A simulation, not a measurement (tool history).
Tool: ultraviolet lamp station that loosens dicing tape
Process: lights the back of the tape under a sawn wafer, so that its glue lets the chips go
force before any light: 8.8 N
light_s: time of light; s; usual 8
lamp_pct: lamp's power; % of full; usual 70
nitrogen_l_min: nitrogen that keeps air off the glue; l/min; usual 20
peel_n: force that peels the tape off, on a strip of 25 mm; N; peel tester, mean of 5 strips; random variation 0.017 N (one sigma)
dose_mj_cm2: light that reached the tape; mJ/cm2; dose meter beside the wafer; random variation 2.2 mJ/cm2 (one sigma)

run 1 hour=0.0 | light_s=8 lamp_pct=70 nitrogen_l_min=20 | peel_n=1.168 dose_mj_cm2=155
run 2 hour=29.1 | light_s=8 lamp_pct=76 nitrogen_l_min=20 | peel_n=0.992 dose_mj_cm2=162
run 3 hour=47.9 | light_s=8 lamp_pct=76 nitrogen_l_min=20 | peel_n=0.984 dose_mj_cm2=158
run 4 hour=70.3 | light_s=8 lamp_pct=76 nitrogen_l_min=20 | peel_n=1.006 dose_mj_cm2=161
run 5 hour=92.6 | light_s=8 lamp_pct=76 nitrogen_l_min=8 | peel_n=1.892 dose_mj_cm2=158
run 6 hour=111.5 | light_s=8 lamp_pct=70 nitrogen_l_min=20 | peel_n=1.253 dose_mj_cm2=148
run 7 hour=138.3 | light_s=13 lamp_pct=70 nitrogen_l_min=8 | peel_n=0.945 dose_mj_cm2=238
run 8 hour=169.8 | light_s=13 lamp_pct=70 nitrogen_l_min=8 | peel_n=1.017 dose_mj_cm2=234
run 9 hour=192.0 | light_s=13 lamp_pct=70 nitrogen_l_min=8 | peel_n=1.011 dose_mj_cm2=231
run 10 hour=217.5 | light_s=13 lamp_pct=70 nitrogen_l_min=8 | peel_n=1.030 dose_mj_cm2=232
run 11 hour=236.5 | light_s=4 lamp_pct=96 nitrogen_l_min=34 | peel_n=1.857 dose_mj_cm2=102

The same runs without the tool's hidden state, with the same run-to-run variation:
The hidden state here: lamp's light, % of a new lamp's; light that the window lets through, % of a clean one's; drift of the gauge itself on peel_n, %; drift of the gauge itself on dose_mj_cm2, %.
run=1 peel_n=0.804 dose_mj_cm2=184
run=2 peel_n=0.652 dose_mj_cm2=195
run=3 peel_n=0.641 dose_mj_cm2=192
run=4 peel_n=0.643 dose_mj_cm2=196
run=5 peel_n=1.345 dose_mj_cm2=195
run=6 peel_n=0.806 dose_mj_cm2=183
run=7 peel_n=0.561 dose_mj_cm2=297
run=8 peel_n=0.594 dose_mj_cm2=295
run=9 peel_n=0.577 dose_mj_cm2=294
run=10 peel_n=0.580 dose_mj_cm2=297
run=11 peel_n=1.205 dose_mj_cm2=130
